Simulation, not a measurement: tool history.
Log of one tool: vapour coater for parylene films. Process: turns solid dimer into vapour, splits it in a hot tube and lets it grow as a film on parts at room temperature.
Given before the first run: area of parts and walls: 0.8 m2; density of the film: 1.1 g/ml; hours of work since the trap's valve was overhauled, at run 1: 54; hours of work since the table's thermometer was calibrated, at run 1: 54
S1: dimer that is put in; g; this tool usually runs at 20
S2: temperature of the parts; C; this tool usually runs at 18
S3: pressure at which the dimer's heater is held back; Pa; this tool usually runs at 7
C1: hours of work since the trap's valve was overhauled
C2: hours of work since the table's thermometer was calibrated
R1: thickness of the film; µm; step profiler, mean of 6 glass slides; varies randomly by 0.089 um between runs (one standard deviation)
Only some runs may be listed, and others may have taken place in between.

Run 1, hour 0: usual settings; C1 54; C2 54. Result: R1 12.49 µm.
Run 2, hour 12.6: usual settings; C1 60; C2 60. Result: R1 12.49 µm.
Run 3, hour 24.3: usual settings; C1 64; C2 64. Result: R1 12.77 µm.
Run 4, hour 45: usual settings but S3 2.58 Pa; C1 73; C2 73. Result: R1 16.17 µm.
Run 5, hour 58.2: usual settings but S3 2.58 Pa; C1 79; C2 79. Result: R1 15.95 µm.
Run 6, hour 74.5: usual settings but S2 22 C; C1 85; C2 85. Result: R1 10.24 µm.
Run 7, hour 96.9: usual settings; C1 95; C2 95. Result: R1 12.39 µm.
Run 8, hour 118.9: usual settings but S1 8 g; C1 104; C2 104. Result: R1 5.03 µm.
Run 9, hour 139.1: usual settings but S1 8 g; C1 112; C2 112. Result: R1 5 µm.
Run 10, hour 157.8: usual settings but S1 8 g; C1 120; C2 120. Result: R1 4.98 µm.
Run 11, hour 171.6: usual settings but S1 8 g; C1 126; C2 126. Result: R1 4.91 µm.
Run 12, hour 193.7: usual settings but S3 7.57 Pa; C1 135; C2 135. Result: R1 12.07 µm.
Run 13, hour 204: usual settings but S1 19 g, S3 7.57 Pa; C1 139; C2 139. Result: R1 11.48 µm.
Run 14, hour 221.8: usual settings but S3 5.74 Pa; C1 146; C2 146. Result: R1 13.06 µm.
Run 15, hour 237.5: usual settings but S1 28 g, S2 17 C, S3 5.74 Pa; C1 153; C2 153. Result: R1 18.91 µm.
Run 16, hour 255.2: usual settings but S1 28 g, S2 22 C, S3 5.74 Pa; C1 160; C2 160. Result: R1 14.69 µm.
Run 17, hour 274.8: usual settings but S1 28 g, S2 22 C, S3 5.74 Pa; C1 168; C2 168. Result: R1 14.92 µm.
Run 18, hour 293.9: usual settings but S1 28 g, S2 22 C, S3 5.74 Pa; C1 176; C2 176. Result: R1 14.84 µm.
Run 19, hour 314.1: usual settings but S1 28 g, S2 11 C, S3 6.41 Pa; C1 185; C2 185. Result: R1 24.89 µm.
Run 20, hour 330.5: usual settings but S1 22 g, S3 2.14 Pa; C1 192; C2 192. Result: R1 17.89 µm.
Run 21, hour 343.2: usual settings but S1 23 g, S2 20 C, S3 7.84 Pa; C1 197; C2 197. Result: R1 12.49 µm.
Run 22, hour 356.9: usual settings but S1 23 g, S2 20 C, S3 7.84 Pa; C1 203; C2 203. Result: R1 12.19 µm.
Run 23, hour 379.3: usual settings but S1 23 g, S2 20 C, S3 7.84 Pa; C1 212; C2 212. Result: R1 12.13 µm.

Run 24 has not been measured yet. What should we expect?
Run 24, hour 398.2: usual settings but S1 9 g, S2 21 C, S3 7.84 Pa; C1 220; C2 220. Result: R1 ?.

{"run 24": {"R1": 4.57}}
On a tool with no hidden condition, and with the same random variation, this run would have come out at R1 4.86 µm.

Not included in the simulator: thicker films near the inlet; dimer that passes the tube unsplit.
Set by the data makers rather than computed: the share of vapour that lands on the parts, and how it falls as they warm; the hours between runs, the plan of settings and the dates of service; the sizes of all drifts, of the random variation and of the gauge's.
